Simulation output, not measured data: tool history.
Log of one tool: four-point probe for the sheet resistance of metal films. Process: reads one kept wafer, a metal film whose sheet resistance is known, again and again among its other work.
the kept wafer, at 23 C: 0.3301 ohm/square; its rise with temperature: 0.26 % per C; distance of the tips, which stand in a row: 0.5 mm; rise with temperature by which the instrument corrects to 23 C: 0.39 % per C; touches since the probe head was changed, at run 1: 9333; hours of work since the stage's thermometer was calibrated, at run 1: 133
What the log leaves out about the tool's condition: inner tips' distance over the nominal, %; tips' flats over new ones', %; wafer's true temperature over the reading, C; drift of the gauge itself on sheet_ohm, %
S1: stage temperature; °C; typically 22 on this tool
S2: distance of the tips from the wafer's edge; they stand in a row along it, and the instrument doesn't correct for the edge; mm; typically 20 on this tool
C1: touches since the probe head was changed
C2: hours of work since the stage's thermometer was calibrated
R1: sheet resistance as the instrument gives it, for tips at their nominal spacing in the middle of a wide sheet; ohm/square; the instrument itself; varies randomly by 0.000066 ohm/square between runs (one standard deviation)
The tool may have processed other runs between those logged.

run 1 hour=0.0 | S1=22 S2=20 | C1=9333 C2=133 | R1=0.329183
run 2 hour=12.1 | S1=22 S2=20 | C1=9854 C2=141 | R1=0.329213
run 3 hour=32.6 | S1=22 S2=4 | C1=10730 C2=155 | R1=0.331851
run 4 hour=50.3 | S1=22 S2=4 | C1=11488 C2=167 | R1=0.331747
run 5 hour=72.2 | S1=22 S2=4 | C1=12426 C2=182 | R1=0.331774
run 6 hour=89.1 | S1=22 S2=18 | C1=13151 C2=194 | R1=0.329253
run 7 hour=105.8 | S1=22 S2=23 | C1=13867 C2=205 | R1=0.329095
run 8 hour=124.3 | S1=22 S2=20 | C1=14660 C2=218 | R1=0.329222
run 9 hour=138.0 | S1=22 S2=20 | C1=15246 C2=227 | R1=0.329289
-- hour=140.5 stage's thermometer calibrated
run 10 hour=157.2 | S1=22 S2=4 | C1=16048 C2=11 | R1=0.331882
run 11 hour=180.9 | S1=22 S2=4 | C1=17059 C2=28 | R1=0.331823
run 12 hour=197.7 | S1=24 S2=16 | C1=17780 C2=39 | R1=0.328423
run 13 hour=210.5 | S1=21 S2=8 | C1=18329 C2=48 | R1=0.330364
run 14 hour=223.5 | S1=22 S2=19 | C1=18887 C2=57 | R1=0.329320

Forecast run 15:
-- hour=237.7 stage's thermometer calibrated, once more
run 15 hour=244.3 | S1=21 S2=15 | C1=19756 C2=5 | R1=?

{"run 15": {"R1": 0.329706}}
With the hidden condition absent and the run-to-run variation left alone, this run would have shown R1 0.331102 ohm/square.
